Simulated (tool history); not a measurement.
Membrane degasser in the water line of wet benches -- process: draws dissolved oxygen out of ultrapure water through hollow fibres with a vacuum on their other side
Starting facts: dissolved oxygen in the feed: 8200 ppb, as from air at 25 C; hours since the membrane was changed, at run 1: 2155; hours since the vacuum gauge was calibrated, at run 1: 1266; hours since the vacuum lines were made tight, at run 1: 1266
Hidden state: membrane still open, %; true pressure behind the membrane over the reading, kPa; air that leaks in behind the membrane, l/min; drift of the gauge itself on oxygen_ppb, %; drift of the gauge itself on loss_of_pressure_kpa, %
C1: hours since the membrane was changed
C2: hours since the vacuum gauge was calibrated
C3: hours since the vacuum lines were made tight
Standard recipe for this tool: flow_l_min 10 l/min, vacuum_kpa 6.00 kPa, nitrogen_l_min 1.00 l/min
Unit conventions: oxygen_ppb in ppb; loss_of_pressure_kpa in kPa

run 1 hour=0.0 | flow_l_min=10 vacuum_kpa=6.00 nitrogen_l_min=1.00 | C1=2155 C2=1266 C3=1266 | oxygen_ppb=72.7 loss_of_pressure_kpa=32.78
run 2 hour=142.6 | flow_l_min=10 vacuum_kpa=6.00 nitrogen_l_min=1.00 | C1=2298 C2=1409 C3=1409 | oxygen_ppb=73.1 loss_of_pressure_kpa=33.15
run 3 hour=296.2 | flow_l_min=10 vacuum_kpa=6.00 nitrogen_l_min=1.00 | C1=2452 C2=1562 C3=1562 | oxygen_ppb=73.6 loss_of_pressure_kpa=33.28
run 4 hour=439.3 | flow_l_min=10 vacuum_kpa=6.00 nitrogen_l_min=1.00 | C1=2595 C2=1705 C3=1705 | oxygen_ppb=73.7 loss_of_pressure_kpa=33.17
run 5 hour=592.8 | flow_l_min=10 vacuum_kpa=6.00 nitrogen_l_min=1.00 | C1=2748 C2=1859 C3=1859 | oxygen_ppb=73.9 loss_of_pressure_kpa=32.92
run 6 hour=695.8 | flow_l_min=10 vacuum_kpa=6.00 nitrogen_l_min=1.00 | C1=2851 C2=1962 C3=1962 | oxygen_ppb=73.8 loss_of_pressure_kpa=33.16
run 7 hour=813.1 | flow_l_min=10 vacuum_kpa=7.58 nitrogen_l_min=1.00 | C1=2968 C2=2079 C3=2079 | oxygen_ppb=111.8 loss_of_pressure_kpa=33.04
run 8 hour=973.8 | flow_l_min=10 vacuum_kpa=7.58 nitrogen_l_min=1.00 | C1=3129 C2=2240 C3=2240 | oxygen_ppb=111.4 loss_of_pressure_kpa=33.33
run 9 hour=1153.8 | flow_l_min=10 vacuum_kpa=7.58 nitrogen_l_min=1.00 | C1=3309 C2=2420 C3=2420 | oxygen_ppb=112.1 loss_of_pressure_kpa=33.42
-- hour=1167.0 vacuum gauge calibrated
run 10 hour=1294.6 | flow_l_min=11 vacuum_kpa=13.91 nitrogen_l_min=1.21 | C1=3450 C2=128 C3=2560 | oxygen_ppb=243.9 loss_of_pressure_kpa=36.69
run 11 hour=1425.2 | flow_l_min=11 vacuum_kpa=13.91 nitrogen_l_min=1.21 | C1=3580 C2=258 C3=2691 | oxygen_ppb=244.6 loss_of_pressure_kpa=36.45
run 12 hour=1600.6 | flow_l_min=14 vacuum_kpa=4.10 nitrogen_l_min=1.61 | C1=3755 C2=434 C3=2866 | oxygen_ppb=49.1 loss_of_pressure_kpa=46.49
run 13 hour=1802.5 | flow_l_min=15 vacuum_kpa=3.65 nitrogen_l_min=1.70 | C1=3957 C2=636 C3=3068 | oxygen_ppb=49.2 loss_of_pressure_kpa=49.75
-- hour=1868.1 vacuum gauge calibrated, once more
run 14 hour=2013.8 | flow_l_min=10 vacuum_kpa=4.10 nitrogen_l_min=0.42 | C1=4168 C2=146 C3=3279 | oxygen_ppb=55.1 loss_of_pressure_kpa=33.37
run 15 hour=2209.6 | flow_l_min=7 vacuum_kpa=4.69 nitrogen_l_min=0.71 | C1=4364 C2=341 C3=3475 | oxygen_ppb=37.9 loss_of_pressure_kpa=23.25

3 ways to go on from here, each from the tool as it stands after run 15. What would each give?
run A hour=2343.2 | flow_l_min=9 vacuum_kpa=6.17 nitrogen_l_min=0.62 | C1=4498 C2=475 C3=3608 | oxygen_ppb=? loss_of_pressure_kpa=?
run B hour=2343.2 | flow_l_min=6 vacuum_kpa=6.00 nitrogen_l_min=1.00 | C1=4498 C2=475 C3=3608 | oxygen_ppb=? loss_of_pressure_kpa=?
run C hour=2343.2 | flow_l_min=12 vacuum_kpa=6.00 nitrogen_l_min=0.55 | C1=4498 C2=475 C3=3608 | oxygen_ppb=? loss_of_pressure_kpa=?

run=A oxygen_ppb=105.1 loss_of_pressure_kpa=30.20
run=B oxygen_ppb=44.2 loss_of_pressure_kpa=20.18
run=C oxygen_ppb=152.7 loss_of_pressure_kpa=39.82
Take away the tool's hidden state, keep each run's random variation, and the runs would have read:
run=A oxygen_ppb=100.2 loss_of_pressure_kpa=29.48
run=B oxygen_ppb=41.0 loss_of_pressure_kpa=19.69
run=C oxygen_ppb=146.4 loss_of_pressure_kpa=38.85
